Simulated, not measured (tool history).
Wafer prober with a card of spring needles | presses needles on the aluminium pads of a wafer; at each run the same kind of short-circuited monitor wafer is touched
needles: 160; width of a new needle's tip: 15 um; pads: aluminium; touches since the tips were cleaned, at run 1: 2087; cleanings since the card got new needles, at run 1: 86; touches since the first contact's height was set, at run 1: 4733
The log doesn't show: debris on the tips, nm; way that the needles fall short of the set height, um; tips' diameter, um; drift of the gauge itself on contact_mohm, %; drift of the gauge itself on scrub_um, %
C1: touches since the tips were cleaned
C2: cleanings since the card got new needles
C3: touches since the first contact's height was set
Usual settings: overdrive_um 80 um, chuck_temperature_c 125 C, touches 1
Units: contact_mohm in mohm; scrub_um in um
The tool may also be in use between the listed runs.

{"run": 1, "hour": 0.0, "overdrive_um": 80, "chuck_temperature_c": 125, "touches": 1, "C1": 2087, "C2": 86, "C3": 4733, "contact_mohm": 306, "scrub_um": 19.14}
{"hour": 6.6, "done": "tips cleaned on abrasive film"}
{"hour": 23.0, "done": "tips cleaned on abrasive film"}
{"hour": 36.7, "done": "tips cleaned on abrasive film"}
{"run": 2, "hour": 36.7, "overdrive_um": 80, "chuck_temperature_c": 125, "touches": 1, "C1": 0, "C2": 89, "C3": 14540, "contact_mohm": 304, "scrub_um": 19.1}
{"hour": 52.2, "done": "tips cleaned on abrasive film"}
{"run": 3, "hour": 53.5, "overdrive_um": 80, "chuck_temperature_c": 57, "touches": 1, "C1": 336, "C2": 90, "C3": 19039, "contact_mohm": 284, "scrub_um": 19.1}
{"hour": 67.5, "done": "tips cleaned on abrasive film"}
{"run": 4, "hour": 76.5, "overdrive_um": 80, "chuck_temperature_c": 57, "touches": 1, "C1": 2433, "C2": 91, "C3": 25220, "contact_mohm": 289, "scrub_um": 19.1}
{"hour": 82.8, "done": "tips cleaned on abrasive film"}
{"hour": 96.5, "done": "tips cleaned on abrasive film"}
{"hour": 109.9, "done": "tips cleaned on abrasive film"}
{"run": 5, "hour": 109.9, "overdrive_um": 80, "chuck_temperature_c": 57, "touches": 1, "C1": 0, "C2": 94, "C3": 34132, "contact_mohm": 284, "scrub_um": 19.14}
{"hour": 124.1, "done": "tips cleaned on abrasive film"}
{"run": 6, "hour": 128.9, "overdrive_um": 80, "chuck_temperature_c": 57, "touches": 1, "C1": 1276, "C2": 95, "C3": 39220, "contact_mohm": 283, "scrub_um": 19.2}
{"hour": 139.8, "done": "tips cleaned on abrasive film"}
{"hour": 155.4, "done": "tips cleaned on abrasive film"}
{"run": 7, "hour": 156.9, "overdrive_um": 80, "chuck_temperature_c": 125, "touches": 1, "C1": 408, "C2": 97, "C3": 46725, "contact_mohm": 307, "scrub_um": 19.14}
{"hour": 169.9, "done": "tips cleaned on abrasive film"}
{"hour": 183.2, "done": "tips cleaned on abrasive film"}
{"run": 8, "hour": 194.6, "overdrive_um": 80, "chuck_temperature_c": 57, "touches": 1, "C1": 3066, "C2": 99, "C3": 56824, "contact_mohm": 281, "scrub_um": 19.18}
{"hour": 198.0, "done": "tips cleaned on abrasive film"}
{"hour": 213.3, "done": "tips cleaned on abrasive film"}
{"hour": 229.3, "done": "tips cleaned on abrasive film"}
{"run": 9, "hour": 232.6, "overdrive_um": 80, "chuck_temperature_c": 125, "touches": 1, "C1": 888, "C2": 102, "C3": 66986, "contact_mohm": 304, "scrub_um": 19.13}
{"hour": 244.1, "done": "tips cleaned on abrasive film"}
{"hour": 258.8, "done": "tips cleaned on abrasive film"}
{"run": 10, "hour": 271.1, "overdrive_um": 64, "chuck_temperature_c": 125, "touches": 1, "C1": 3314, "C2": 104, "C3": 77313, "contact_mohm": 312, "scrub_um": 15.33}
{"hour": 274.1, "done": "tips cleaned on abrasive film"}
{"hour": 287.6, "done": "tips cleaned on abrasive film"}
{"hour": 302.8, "done": "tips cleaned on abrasive film"}
{"run": 11, "hour": 309.4, "overdrive_um": 80, "chuck_temperature_c": 30, "touches": 1, "C1": 1792, "C2": 107, "C3": 87545, "contact_mohm": 275, "scrub_um": 19.15}
{"hour": 317.5, "done": "tips cleaned on abrasive film"}
{"hour": 332.5, "done": "tips cleaned on abrasive film"}
{"hour": 346.5, "done": "tips cleaned on abrasive film"}
{"run": 12, "hour": 347.2, "overdrive_um": 80, "chuck_temperature_c": 30, "touches": 1, "C1": 183, "C2": 110, "C3": 97636, "contact_mohm": 275, "scrub_um": 19.12}
{"hour": 362.2, "done": "tips cleaned on abrasive film"}
{"run": 13, "hour": 373.5, "overdrive_um": 80, "chuck_temperature_c": 30, "touches": 1, "C1": 3051, "C2": 111, "C3": 104721, "contact_mohm": 274, "scrub_um": 19.2}
{"hour": 376.1, "done": "tips cleaned on abrasive film"}
{"hour": 390.0, "done": "tips cleaned on abrasive film"}
{"run": 14, "hour": 396.0, "overdrive_um": 64, "chuck_temperature_c": 32, "touches": 2, "C1": 1626, "C2": 113, "C3": 110716, "contact_mohm": 279, "scrub_um": 15.25}
{"hour": 406.2, "done": "tips cleaned on abrasive film"}
{"hour": 419.4, "done": "tips cleaned on abrasive film"}
{"hour": 433.1, "done": "tips cleaned on abrasive film"}
{"run": 15, "hour": 434.5, "overdrive_um": 64, "chuck_temperature_c": 32, "touches": 2, "C1": 373, "C2": 116, "C3": 121021, "contact_mohm": 277, "scrub_um": 15.26}
{"hour": 446.8, "done": "tips cleaned on abrasive film"}
{"hour": 461.0, "done": "tips cleaned on abrasive film"}
{"run": 16, "hour": 464.1, "overdrive_um": 80, "chuck_temperature_c": 125, "touches": 2, "C1": 819, "C2": 118, "C3": 128922, "contact_mohm": 303, "scrub_um": 19.11}
{"hour": 476.1, "done": "tips cleaned on abrasive film"}
{"hour": 489.5, "done": "tips cleaned on abrasive film"}
{"run": 17, "hour": 489.5, "overdrive_um": 80, "chuck_temperature_c": 36, "touches": 3, "C1": 0, "C2": 120, "C3": 135719, "contact_mohm": 275, "scrub_um": 19.15}
{"hour": 503.3, "done": "tips cleaned on abrasive film"}
{"hour": 518.3, "done": "tips cleaned on abrasive film"}
{"run": 18, "hour": 522.8, "overdrive_um": 98, "chuck_temperature_c": 70, "touches": 1, "C1": 1229, "C2": 122, "C3": 144657, "contact_mohm": 286, "scrub_um": 23.53}
{"hour": 533.2, "done": "tips cleaned on abrasive film"}
{"hour": 547.9, "done": "tips cleaned on abrasive film"}
{"run": 19, "hour": 560.4, "overdrive_um": 83, "chuck_temperature_c": 38, "touches": 3, "C1": 3348, "C2": 124, "C3": 154711, "contact_mohm": 274, "scrub_um": 19.82}
{"hour": 562.2, "done": "tips cleaned on abrasive film"}
{"hour": 577.6, "done": "tips cleaned on abrasive film"}
{"run": 20, "hour": 584.7, "overdrive_um": 64, "chuck_temperature_c": 30, "touches": 2, "C1": 1902, "C2": 126, "C3": 161208, "contact_mohm": 281, "scrub_um": 15.27}
{"hour": 591.1, "done": "tips cleaned on abrasive film"}
{"run": 21, "hour": 602.0, "overdrive_um": 78, "chuck_temperature_c": 125, "touches": 1, "C1": 2920, "C2": 127, "C3": 165841, "contact_mohm": 304, "scrub_um": 18.61}
{"hour": 604.8, "done": "tips cleaned on abrasive film"}
{"hour": 611.5, "done": "height of the first contact set anew"}
{"hour": 618.8, "done": "tips cleaned on abrasive film"}
{"run": 22, "hour": 621.7, "overdrive_um": 86, "chuck_temperature_c": 98, "touches": 1, "C1": 762, "C2": 129, "C3": 2723, "contact_mohm": 291, "scrub_um": 20.55}
{"hour": 632.6, "done": "tips cleaned on abrasive film"}
{"hour": 646.3, "done": "tips cleaned on abrasive film"}
{"run": 23, "hour": 655.0, "overdrive_um": 73, "chuck_temperature_c": 61, "touches": 3, "C1": 2330, "C2": 131, "C3": 11639, "contact_mohm": 283, "scrub_um": 17.44}

Hidden state at the last listed run before each entry between runs and at the first one after, where it differs:
Between runs 1 and 2: tips cleaned on abrasive film (hour 6.6); tips cleaned on abrasive film (hour 23); tips cleaned on abrasive film (hour 36.7)
  debris on the tips, nm: 1.5 -> 0.1
Between runs 2 and 3: tips cleaned on abrasive film (hour 52.2)
  debris on the tips, nm: 0.1 -> 0.4
Between runs 3 and 4: tips cleaned on abrasive film (hour 67.5)
  debris on the tips, nm: 0.4 -> 1.5; way that the needles fall short of the set height, um: 0 -> 0.01
Between runs 4 and 5: tips cleaned on abrasive film (hour 82.8); tips cleaned on abrasive film (hour 96.5); tips cleaned on abrasive film (hour 109.9)
  debris on the tips, nm: 1.5 -> 0.2
Between runs 5 and 6: tips cleaned on abrasive film (hour 124.1)
  debris on the tips, nm: 0.2 -> 1.1
Between runs 6 and 7: tips cleaned on abrasive film (hour 139.8); tips cleaned on abrasive film (hour 155.4)
  debris on the tips, nm: 1.1 -> 0.5
Between runs 7 and 8: tips cleaned on abrasive film (hour 169.9); tips cleaned on abrasive film (hour 183.2)
  debris on the tips, nm: 0.5 -> 1.7
Between runs 8 and 9: tips cleaned on abrasive film (hour 198); tips cleaned on abrasive film (hour 213.3); tips cleaned on abrasive film (hour 229.3)
  debris on the tips, nm: 1.7 -> 0.8; way that the needles fall short of the set height, um: 0.01 -> 0.02
Between runs 9 and 10: tips cleaned on abrasive film (hour 244.1); tips cleaned on abrasive film (hour 258.8)
  debris on the tips, nm: 0.8 -> 1.9; tips' diameter, um: 15.03 -> 15.04
Between runs 10 and 11: tips cleaned on abrasive film (hour 274.1); tips cleaned on abrasive film (hour 287.6); tips cleaned on abrasive film (hour 302.8)
  debris on the tips, nm: 1.9 -> 1.4
Between runs 11 and 12: tips cleaned on abrasive film (hour 317.5); tips cleaned on abrasive film (hour 332.5); tips cleaned on abrasive film (hour 346.5)
  debris on the tips, nm: 1.4 -> 0.3
Between runs 12 and 13: tips cleaned on abrasive film (hour 362.2)
  debris on the tips, nm: 0.3 -> 1.7
Between runs 13 and 14: tips cleaned on abrasive film (hour 376.1); tips cleaned on abrasive film (hour 390)
  debris on the tips, nm: 1.7 -> 1.4; way that the needles fall short of the set height, um: 0.02 -> 0.03
Between runs 14 and 15: tips cleaned on abrasive film (hour 406.2); tips cleaned on abrasive film (hour 419.4); tips cleaned on abrasive film (hour 433.1)
  debris on the tips, nm: 1.4 -> 0.5
Between runs 15 and 16: tips cleaned on abrasive film (hour 446.8); tips cleaned on abrasive film (hour 461)
  debris on the tips, nm: 0.5 -> 0.9
Between runs 16 and 17: tips cleaned on abrasive film (hour 476.1); tips cleaned on abrasive film (hour 489.5)
  debris on the tips, nm: 0.9 -> 0.2
Between runs 17 and 18: tips cleaned on abrasive film (hour 503.3); tips cleaned on abrasive film (hour 518.3)
  debris on the tips, nm: 0.2 -> 1.1
Between runs 18 and 19: tips cleaned on abrasive film (hour 533.2); tips cleaned on abrasive film (hour 547.9)
  debris on the tips, nm: 1.1 -> 1.9; way that the needles fall short of the set height, um: 0.03 -> 0.04
Between runs 19 and 20: tips cleaned on abrasive film (hour 562.2); tips cleaned on abrasive film (hour 577.6)
  debris on the tips, nm: 1.9 -> 1.4
Between runs 20 and 21: tips cleaned on abrasive film (hour 591.1)
  debris on the tips, nm: 1.4 -> 1.7
Between runs 21 and 22: tips cleaned on abrasive film (hour 604.8); height of the first contact set anew (hour 611.5); tips cleaned on abrasive film (hour 618.8)
  debris on the tips, nm: 1.7 -> 0.8; way that the needles fall short of the set height, um: 0.04 -> 0
Between runs 22 and 23: tips cleaned on abrasive film (hour 632.6); tips cleaned on abrasive film (hour 646.3)
  debris on the tips, nm: 0.8 -> 1.6
